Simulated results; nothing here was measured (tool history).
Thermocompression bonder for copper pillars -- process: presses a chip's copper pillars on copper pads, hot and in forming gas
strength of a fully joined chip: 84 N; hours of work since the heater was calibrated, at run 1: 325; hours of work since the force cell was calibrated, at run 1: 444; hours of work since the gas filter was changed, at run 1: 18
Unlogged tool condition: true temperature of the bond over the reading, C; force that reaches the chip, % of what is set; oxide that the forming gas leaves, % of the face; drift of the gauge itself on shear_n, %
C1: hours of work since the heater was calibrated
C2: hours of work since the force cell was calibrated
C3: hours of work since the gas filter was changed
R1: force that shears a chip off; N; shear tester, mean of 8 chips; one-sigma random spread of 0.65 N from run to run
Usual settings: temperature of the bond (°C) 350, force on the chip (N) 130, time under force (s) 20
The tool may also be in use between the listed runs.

{"run": 1, "hour": 0.0, "temperature of the bond (°C)": 350, "force on the chip (N)": 130, "time under force (s)": 20, "C1": 325, "C2": 444, "C3": 18, "R1": 58.3}
{"run": 2, "hour": 19.9, "temperature of the bond (°C)": 350, "force on the chip (N)": 130, "time under force (s)": 20, "C1": 336, "C2": 456, "C3": 29, "R1": 58.1}
{"run": 3, "hour": 40.1, "temperature of the bond (°C)": 350, "force on the chip (N)": 130, "time under force (s)": 20, "C1": 348, "C2": 467, "C3": 41, "R1": 57.2}
{"run": 4, "hour": 60.9, "temperature of the bond (°C)": 350, "force on the chip (N)": 130, "time under force (s)": 20, "C1": 360, "C2": 479, "C3": 53, "R1": 55.9}
{"run": 5, "hour": 71.4, "temperature of the bond (°C)": 350, "force on the chip (N)": 130, "time under force (s)": 20, "C1": 366, "C2": 485, "C3": 59, "R1": 58.1}
{"run": 6, "hour": 88.0, "temperature of the bond (°C)": 350, "force on the chip (N)": 130, "time under force (s)": 20, "C1": 376, "C2": 495, "C3": 69, "R1": 56.3}
{"run": 7, "hour": 97.3, "temperature of the bond (°C)": 350, "force on the chip (N)": 130, "time under force (s)": 20, "C1": 381, "C2": 501, "C3": 74, "R1": 56.3}
{"run": 8, "hour": 115.7, "temperature of the bond (°C)": 350, "force on the chip (N)": 130, "time under force (s)": 17, "C1": 392, "C2": 511, "C3": 85, "R1": 53.5}
{"run": 9, "hour": 129.7, "temperature of the bond (°C)": 350, "force on the chip (N)": 130, "time under force (s)": 17, "C1": 400, "C2": 519, "C3": 93, "R1": 53.8}
{"run": 10, "hour": 151.6, "temperature of the bond (°C)": 350, "force on the chip (N)": 169, "time under force (s)": 20, "C1": 413, "C2": 532, "C3": 106, "R1": 61.6}
{"run": 11, "hour": 172.5, "temperature of the bond (°C)": 350, "force on the chip (N)": 169, "time under force (s)": 20, "C1": 425, "C2": 544, "C3": 118, "R1": 62.2}
{"run": 12, "hour": 189.8, "temperature of the bond (°C)": 350, "force on the chip (N)": 130, "time under force (s)": 17, "C1": 435, "C2": 554, "C3": 128, "R1": 52.2}
{"run": 13, "hour": 200.5, "temperature of the bond (°C)": 350, "force on the chip (N)": 130, "time under force (s)": 17, "C1": 441, "C2": 560, "C3": 134, "R1": 52.1}
{"run": 14, "hour": 214.1, "temperature of the bond (°C)": 350, "force on the chip (N)": 130, "time under force (s)": 17, "C1": 449, "C2": 568, "C3": 142, "R1": 52.8}
{"run": 15, "hour": 234.1, "temperature of the bond (°C)": 350, "force on the chip (N)": 130, "time under force (s)": 20, "C1": 461, "C2": 580, "C3": 154, "R1": 52.6}
{"run": 16, "hour": 254.0, "temperature of the bond (°C)": 350, "force on the chip (N)": 130, "time under force (s)": 20, "C1": 472, "C2": 591, "C3": 165, "R1": 53.9}
{"run": 17, "hour": 269.5, "temperature of the bond (°C)": 363, "force on the chip (N)": 130, "time under force (s)": 20, "C1": 481, "C2": 600, "C3": 174, "R1": 58.9}
{"run": 18, "hour": 289.1, "temperature of the bond (°C)": 363, "force on the chip (N)": 130, "time under force (s)": 20, "C1": 493, "C2": 612, "C3": 186, "R1": 58.8}
{"run": 19, "hour": 299.1, "temperature of the bond (°C)": 350, "force on the chip (N)": 122, "time under force (s)": 20, "C1": 498, "C2": 618, "C3": 191, "R1": 51.2}
{"run": 20, "hour": 311.8, "temperature of the bond (°C)": 350, "force on the chip (N)": 122, "time under force (s)": 20, "C1": 506, "C2": 625, "C3": 199, "R1": 50.3}
{"run": 21, "hour": 323.6, "temperature of the bond (°C)": 350, "force on the chip (N)": 122, "time under force (s)": 20, "C1": 512, "C2": 632, "C3": 206, "R1": 51}
{"run": 22, "hour": 344.9, "temperature of the bond (°C)": 350, "force on the chip (N)": 122, "time under force (s)": 20, "C1": 525, "C2": 644, "C3": 218, "R1": 49.7}
{"hour": 350.1, "done": "forming gas filter changed"}
{"run": 23, "hour": 360.6, "temperature of the bond (°C)": 325, "force on the chip (N)": 122, "time under force (s)": 23, "C1": 534, "C2": 653, "C3": 6, "R1": 44.9}
{"run": 24, "hour": 374.2, "temperature of the bond (°C)": 334, "force on the chip (N)": 87, "time under force (s)": 16, "C1": 542, "C2": 661, "C3": 14, "R1": 36.4}
{"run": 25, "hour": 392.0, "temperature of the bond (°C)": 334, "force on the chip (N)": 87, "time under force (s)": 16, "C1": 552, "C2": 671, "C3": 24, "R1": 35.5}
{"run": 26, "hour": 401.2, "temperature of the bond (°C)": 334, "force on the chip (N)": 87, "time under force (s)": 16, "C1": 557, "C2": 676, "C3": 30, "R1": 35.3}
{"run": 27, "hour": 416.6, "temperature of the bond (°C)": 356, "force on the chip (N)": 122, "time under force (s)": 12, "C1": 566, "C2": 685, "C3": 39, "R1": 50.5}

What does the tool deliver on the next run?
{"hour": 419.7, "done": "heater calibrated with a thermocouple chip"}
{"run": 28, "hour": 437.0, "temperature of the bond (°C)": 348, "force on the chip (N)": 98, "time under force (s)": 14, "C1": 10, "C2": 696, "C3": 49, "R1": "?"}

{"run 28": {"R1": 42.4}}
On a tool with no hidden condition, and with the same random variation, this run would have come out at R1 45.8 N.
